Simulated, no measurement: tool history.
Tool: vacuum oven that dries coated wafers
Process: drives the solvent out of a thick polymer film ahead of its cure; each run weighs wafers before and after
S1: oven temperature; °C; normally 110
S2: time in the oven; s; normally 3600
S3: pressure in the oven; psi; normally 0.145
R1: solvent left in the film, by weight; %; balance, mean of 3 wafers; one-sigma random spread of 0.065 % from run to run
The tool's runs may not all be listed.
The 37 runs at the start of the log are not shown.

| run | hour | S1 | S2 | S3 | R1 |
|---|---|---|---|---|---|
| 38 | 463.1 | 107 | 5520 | 0.387 | 4.05 |
| 39 | 480.9 | 113 | 3600 | 0.239 | 3.80 |
| 40 | 489.6 | 110 | 4500 | 0.178 | 3.47 |
| 41 | 505.7 | 103 | 3660 | 0.145 | 6.57 |
| 42 | 518.5 | 109 | 5520 | 0.075 | 2.59 |
| 43 | 533.7 | 109 | 5520 | 0.075 | 2.66 |
| 44 | 541.2 | 116 | 5520 | 0.229 | 1.61 |
| 45 | 556.8 | 110 | 3600 | 0.249 | 4.77 |
| 46 | 565.5 | 110 | 3600 | 0.249 | 4.76 |

3 options for the next run, each taken on its own from the tool as it stands now. Forecast them:
| A | 576.8 | 110 | 3960 | 0.348 | ? |
| B | 576.8 | 119 | 3600 | 0.232 | ? |
| C | 576.8 | 118 | 2580 | 0.373 | ? |

| run | R1 |
|---|---|
| A | 4.59 |
| B | 2.40 |
| C | 4.19 |
Had the tool no hidden state, the same runs would have come out as:
| run | R1 |
|---|---|
| A | 4.18 |
| B | 2.10 |
| C | 3.81 |

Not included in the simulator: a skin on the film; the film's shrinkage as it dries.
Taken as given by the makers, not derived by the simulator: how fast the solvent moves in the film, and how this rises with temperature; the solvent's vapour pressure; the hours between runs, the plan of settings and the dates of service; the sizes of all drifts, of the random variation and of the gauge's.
